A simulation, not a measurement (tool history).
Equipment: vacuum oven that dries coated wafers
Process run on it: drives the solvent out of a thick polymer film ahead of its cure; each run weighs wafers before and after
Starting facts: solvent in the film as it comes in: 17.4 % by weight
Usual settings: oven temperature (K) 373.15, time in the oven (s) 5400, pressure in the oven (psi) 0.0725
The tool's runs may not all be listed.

Run 1, hour 0: usual settings. Result: solvent left in the film (%) 2.91.
Run 2, hour 60.3: usual settings. Result: solvent left in the film (%) 3.02.
At hour 157.7: oven's thermocouples calibrated.
Run 3, hour 176.1: usual settings. Result: solvent left in the film (%) 3.2.
Run 4, hour 261: usual settings but time in the oven (s) 6120. Result: solvent left in the film (%) 2.8.
Run 5, hour 331.6: usual settings but pressure in the oven (psi) 0.075. Result: solvent left in the film (%) 3.18.
Run 6, hour 445.8: usual settings but pressure in the oven (psi) 0.0463. Result: solvent left in the film (%) 3.14.
Run 7, hour 505.7: usual settings but pressure in the oven (psi) 0.0463. Result: solvent left in the film (%) 3.1.
Run 8, hour 630: usual settings but pressure in the oven (psi) 0.0463. Result: solvent left in the film (%) 3.14.
Run 9, hour 689.2: usual settings. Result: solvent left in the film (%) 3.21.
At hour 697.4: vacuum gauge cleaned of residue and calibrated.
Run 10, hour 790: usual settings. Result: solvent left in the film (%) 3.7.
Run 11, hour 843: usual settings. Result: solvent left in the film (%) 3.66.
Run 12, hour 934.8: usual settings but time in the oven (s) 4920. Result: solvent left in the film (%) 3.97.
Run 13, hour 1020.5: usual settings but time in the oven (s) 4920. Result: solvent left in the film (%) 4.01.
Run 14, hour 1139.2: usual settings but oven temperature (K) 360.15. Result: solvent left in the film (%) 7.88.
Run 15, hour 1215.7: usual settings but oven temperature (K) 360.15. Result: solvent left in the film (%) 7.95.
At hour 1271.4: vacuum gauge cleaned of residue and calibrated, once more.
Run 16, hour 1299.4: usual settings but oven temperature (K) 360.15. Result: solvent left in the film (%) 6.2.
Run 17, hour 1350.5: usual settings but time in the oven (s) 4680. Result: solvent left in the film (%) 2.61.
Run 18, hour 1455.8: usual settings but time in the oven (s) 4680. Result: solvent left in the film (%) 2.67.
At hour 1529: oven's thermocouples calibrated.
Run 19, hour 1543: usual settings but oven temperature (K) 374.15, time in the oven (s) 3900, pressure in the oven (psi) 0.2306. Result: solvent left in the film (%) 4.36.
Run 20, hour 1605.2: usual settings but oven temperature (K) 387.15, time in the oven (s) 9420, pressure in the oven (psi) 0.0493. Result: solvent left in the film (%) 0.25.
Run 21, hour 1660.9: usual settings but oven temperature (K) 387.15, time in the oven (s) 3240, pressure in the oven (psi) 0.0493. Result: solvent left in the film (%) 1.11.
Run 22, hour 1727.8: usual settings but oven temperature (K) 368.15, time in the oven (s) 6720, pressure in the oven (psi) 0.1925. Result: solvent left in the film (%) 3.69.
Run 23, hour 1810: usual settings but time in the oven (s) 2700, pressure in the oven (psi) 0.1687. Result: solvent left in the film (%) 5.98.
Run 24, hour 1916.1: usual settings but oven temperature (K) 372.15. Result: solvent left in the film (%) 2.65.
Run 25, hour 1982.8: usual settings but oven temperature (K) 379.15. Result: solvent left in the film (%) 1.24.
Run 26, hour 2104.4: usual settings but oven temperature (K) 379.15. Result: solvent left in the film (%) 1.26.
Run 27, hour 2180.8: usual settings but time in the oven (s) 6660, pressure in the oven (psi) 0.2471. Result: solvent left in the film (%) 2.72.
Run 28, hour 2234.5: usual settings but oven temperature (K) 388.15, time in the oven (s) 3540, pressure in the oven (psi) 0.0567. Result: solvent left in the film (%) 0.9.
Run 29, hour 2284.6: usual settings but time in the oven (s) 3360, pressure in the oven (psi) 0.1458. Result: solvent left in the film (%) 4.84.
Run 30, hour 2394.3: usual settings but oven temperature (K) 380.15, time in the oven (s) 9300, pressure in the oven (psi) 0.0431. Result: solvent left in the film (%) 0.53.
Run 31, hour 2498.9: usual settings but oven temperature (K) 380.15, time in the oven (s) 9300, pressure in the oven (psi) 0.0431. Result: solvent left in the film (%) 0.44.
Run 32, hour 2620.3: usual settings but oven temperature (K) 384.15, time in the oven (s) 6120, pressure in the oven (psi) 0.0431. Result: solvent left in the film (%) 0.56.
Run 33, hour 2687.3: usual settings but oven temperature (K) 371.15, pressure in the oven (psi) 0.0534. Result: solvent left in the film (%) 2.88.

Below are 3 alternative next runs, each starting from the tool's condition after run 33. Predict each:
Run A, hour 2738.5: usual settings but oven temperature (K) 364.15, pressure in the oven (psi) 0.1081. Result: solvent left in the film (%) ?.
Run B, hour 2738.5: usual settings but oven temperature (K) 371.15, pressure in the oven (psi) 0.121. Result: solvent left in the film (%) ?.
Run C, hour 2738.5: usual settings but time in the oven (s) 8280. Result: solvent left in the film (%) ?.

run  solvent left in the film (%)
  A                          5.32
  B                          3.23
  C                          1.28
Without the tool's unlogged condition, the same runs would have read:
run  solvent left in the film (%)
  A                          5.23
  B                          3.13
  C                          1.07
